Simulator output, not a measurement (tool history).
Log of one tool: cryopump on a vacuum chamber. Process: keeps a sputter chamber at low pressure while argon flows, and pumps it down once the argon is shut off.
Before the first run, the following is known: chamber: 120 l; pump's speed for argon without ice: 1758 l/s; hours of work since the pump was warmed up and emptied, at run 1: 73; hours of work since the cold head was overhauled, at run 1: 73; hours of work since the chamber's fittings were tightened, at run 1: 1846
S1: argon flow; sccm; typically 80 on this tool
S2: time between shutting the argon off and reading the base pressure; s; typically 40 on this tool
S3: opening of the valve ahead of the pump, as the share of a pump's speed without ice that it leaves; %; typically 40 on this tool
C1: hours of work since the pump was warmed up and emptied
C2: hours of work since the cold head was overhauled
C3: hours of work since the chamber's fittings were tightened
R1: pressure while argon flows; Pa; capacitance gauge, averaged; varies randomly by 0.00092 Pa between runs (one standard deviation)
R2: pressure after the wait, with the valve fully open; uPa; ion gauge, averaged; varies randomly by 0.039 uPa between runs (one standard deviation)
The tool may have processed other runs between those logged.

run	hour	S1	S2	S3	C1	C2	C3	R1	R2
1	0	80	40	40	73	73	1846	0.1952	3.55
2	30.8	80	40	21	93	93	1866	0.3694	3.61
3	69.3	80	40	40	117	117	1890	0.1945	3.69
4	112.8	80	40	40	145	145	1918	0.1931	3.63
5	142.8	80	40	40	164	164	1937	0.1965	3.67
6	182.2	80	40	40	188	188	1961	0.1954	3.76
7	238.1	80	40	40	224	224	1997	0.1969	3.82
8	292.1	45	40	40	258	258	2031	0.1112	3.76
9	322.3	45	40	40	277	277	2050	0.1102	3.77
10	370.7	80	40	40	308	308	2081	0.1971	3.86
11	412.2	80	40	40	334	334	2107	0.1977	3.83
12	454.1	80	40	40	360	360	2133	0.1982	3.94
13	494.7	80	40	40	386	386	2159	0.1995	3.79
14	529.6	80	40	40	408	408	2181	0.1991	3.99
# hour 534.2: leaking fittings of the chamber tightened, without venting
15	573	80	40	40	434	434	25	0.2002	2.24
16	616.8	80	40	40	462	462	52	0.1992	2.33
17	666.8	44	46	40	493	493	84	0.1115	2.07
18	722.8	44	46	40	529	529	119	0.1106	2.11
19	762.3	44	46	40	554	554	144	0.1104	2.17
20	813.1	57	40	40	586	586	176	0.1453	2.49
# hour 843.2: pump warmed up, emptied and cooled again
21	867	57	40	40	15	617	207	0.1375	2.35
22	890.2	57	40	40	30	631	222	0.1378	2.57

What will run 23 give?
23	926.4	80	40	16	53	654	245	?	?

{"run 23": {"R1": 0.4855, "R2": 2.37}}
Take away the tool's hidden state, keep the run-to-run variation as it was, and the same run would have given R1 0.4837 Pa, R2 2.16 uPa.
